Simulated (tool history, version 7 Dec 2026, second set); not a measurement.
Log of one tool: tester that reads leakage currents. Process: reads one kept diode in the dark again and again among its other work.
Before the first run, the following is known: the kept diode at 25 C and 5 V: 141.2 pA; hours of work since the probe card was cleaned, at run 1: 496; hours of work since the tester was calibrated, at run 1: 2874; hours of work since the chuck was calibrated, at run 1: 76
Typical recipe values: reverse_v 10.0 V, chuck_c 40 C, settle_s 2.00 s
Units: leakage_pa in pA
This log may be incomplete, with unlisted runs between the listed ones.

run	day	reverse_v	chuck_c	settle_s	hours of work since the probe card was cleaned	hours of work since the tester was calibrated	hours of work since the chuck was calibrated	leakage_pa
1	0.000	10.0	40	2.00	496	2874	76	589.48
2	10.192	10.0	40	2.00	615	2994	195	593.90
3	19.329	10.0	36	2.00	722	3101	302	461.57
4	23.471	10.0	36	2.00	770	3149	351	461.81
5	31.392	5.0	40	2.00	863	3242	443	424.90
6	36.508	10.0	27	2.00	923	3302	503	252.88
7	42.008	10.0	27	2.00	987	3366	568	255.45
8	48.021	10.0	40	1.35	1058	3436	638	613.69
9	54.350	10.0	40	1.35	1132	3510	712	617.74
10	63.233	10.0	40	1.35	1236	3614	816	622.29
11	70.421	10.0	40	1.35	1320	3698	900	627.18
12	74.817	10.0	40	1.35	1371	3750	951	631.66
13	83.179	10.0	40	1.35	1469	3848	1049	634.25
14	88.138	10.0	40	2.03	1527	3906	1107	638.27
15	93.292	13.7	38	1.60	1588	3966	1168	664.24
16	101.217	13.7	40	2.70	1680	4059	1260	761.06
# day 108.846: chuck's temperature calibrated
17	110.962	16.5	30	2.70	1793	4172	25	395.71
18	119.979	7.7	47	4.46	1899	4277	130	813.18
# day 124.146: tester calibrated
19	127.233	7.7	47	4.46	1983	36	214	789.26
20	131.617	8.4	38	0.90	2034	87	265	467.95
21	138.121	10.7	47	0.90	2110	163	342	946.91
# day 142.996: probe card cleaned and baked
22	145.404	4.0	27	4.99	28	247	425	150.53
23	154.942	4.3	42	4.99	140	359	537	433.27
24	160.088	4.3	42	4.99	200	419	597	435.42
25	165.788	1.2	31	1.42	267	486	664	109.22
26	175.283	9.1	39	2.00	378	597	775	537.72
27	185.258	9.1	39	2.00	495	714	892	540.32

Describe how what the log doesn't record of the tool's condition differs between the last listed run preceding each entry between runs and the first listed run following it.
Logged between run 16 and run 17: chuck's temperature calibrated (day 108.846)
  stray current of the dirty probe card, pA a volt: 0.519 -> 0.552; current scale over the true one, %: 2.74 -> 2.82; true chuck temperature over the reading, C: 1.46 -> 0.08
  difference, measured minus the result without the unlogged condition, leakage_pa: +93.48 -> +21.63 pA
Logged between run 18 and run 19: tester calibrated (day 124.146)
  stray current of the dirty probe card, pA a volt: 0.582 -> 0.605; current scale over the true one, %: 2.89 -> -0.06; true chuck temperature over the reading, C: 0.18 -> 0.27
  difference, measured minus the result without the unlogged condition, leakage_pa: +36.19 -> +17.07 pA
Logged between run 21 and run 22: probe card cleaned and baked (day 142.996)
  stray current of the dirty probe card, pA a volt: 0.641 -> 0.031; current scale over the true one, %: 0.02 -> 0.08; true chuck temperature over the reading, C: 0.39 -> 0.48
  difference, measured minus the result without the unlogged condition, leakage_pa: +29.64 -> +5.19 pA

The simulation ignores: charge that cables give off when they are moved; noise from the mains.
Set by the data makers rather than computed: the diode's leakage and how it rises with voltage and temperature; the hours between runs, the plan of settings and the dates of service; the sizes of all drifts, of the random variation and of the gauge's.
